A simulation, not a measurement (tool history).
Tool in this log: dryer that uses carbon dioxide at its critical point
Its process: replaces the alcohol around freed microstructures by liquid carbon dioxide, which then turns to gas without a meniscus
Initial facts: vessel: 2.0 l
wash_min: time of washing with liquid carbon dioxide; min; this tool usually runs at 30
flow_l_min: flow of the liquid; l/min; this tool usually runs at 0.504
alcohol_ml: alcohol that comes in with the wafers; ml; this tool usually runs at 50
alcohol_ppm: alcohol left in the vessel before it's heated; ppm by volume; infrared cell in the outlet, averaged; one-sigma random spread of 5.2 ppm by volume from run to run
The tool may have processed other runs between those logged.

run    hour  wash_min  flow_l_min  alcohol_ml  alcohol_ppm
  1     0.0        30       0.504          50          280
  2    30.9        30       0.504          50          286
  3    69.7        30       0.504          50          297
  4    90.9        21       0.504          50          969
  5   115.9        30       0.504          50          327
  6   139.5        30       0.504          50          324
  7   177.7        30       0.504          50          317
  8   217.6        30       0.504          50          213
  9   250.6        25       0.504          50          350
 10   274.2        25       0.355          50         1147
 11   305.7        30       0.504          50          220
 12   342.6        30       0.714          50          140
 13   382.7        30       0.714          50          140
 14   418.8        30       0.714          50          145
 15   441.3        30       0.314          50         1150
 16   467.4        30       0.504          27          198
 17   489.5        30       0.504          27          209
 18   510.0        30       0.504          27          202
 19   529.7        30       0.504          27          214
 20   563.7        39       0.469          77          217
 21   585.6        39       0.376          82          415
 22   605.4        39       0.376          82          437
 23   626.4        30       0.504          71          354
 24   660.5        31       0.441          71          513
 25   699.3        34       0.489          50          253
 26   732.6        34       0.634          41           25
 27   764.9        45       0.370          82          182
 28   790.7        30       0.504          94          322
 29   816.7        23       0.846          29           36
 30   837.9        23       0.846          29           42
 31   870.1        36       0.346          35          346
 32   887.0        30       0.462          26          162
 33   909.4        43       0.331          26          176
 34   930.0        43       0.331          26          173
 35   951.8        43       0.634          26           23
 36   983.8        43       0.673          26           33
 37  1012.6        30       0.368          25          433
 38  1050.0        30       0.368          25          449

Removed from this log: 2 entries logged between the listed runs. Between which two listed runs does each belong, and how does the tool's hidden state at the listed run before it compare with that at the listed run after it?
From run 7 to run 8: inlet filter changed (hour 199.1)
  flow that reaches the vessel past the clogged filter, %: 84.6 -> 99.3; alcohol in the recycled carbon dioxide, ppm: 110.8 -> 114.1
  what was measured, less what the result would be without the hidden state, alcohol_ppm: +228 -> +114 ppm by volume
From run 25 to run 26: purifier's bed changed (hour 704.9)
  flow that reaches the vessel past the clogged filter, %: 91.3 -> 90.8; alcohol in the recycled carbon dioxide, ppm: 155.8 -> 9.2
  what was measured, less what the result would be without the hidden state, alcohol_ppm: +190 -> +12 ppm by volume
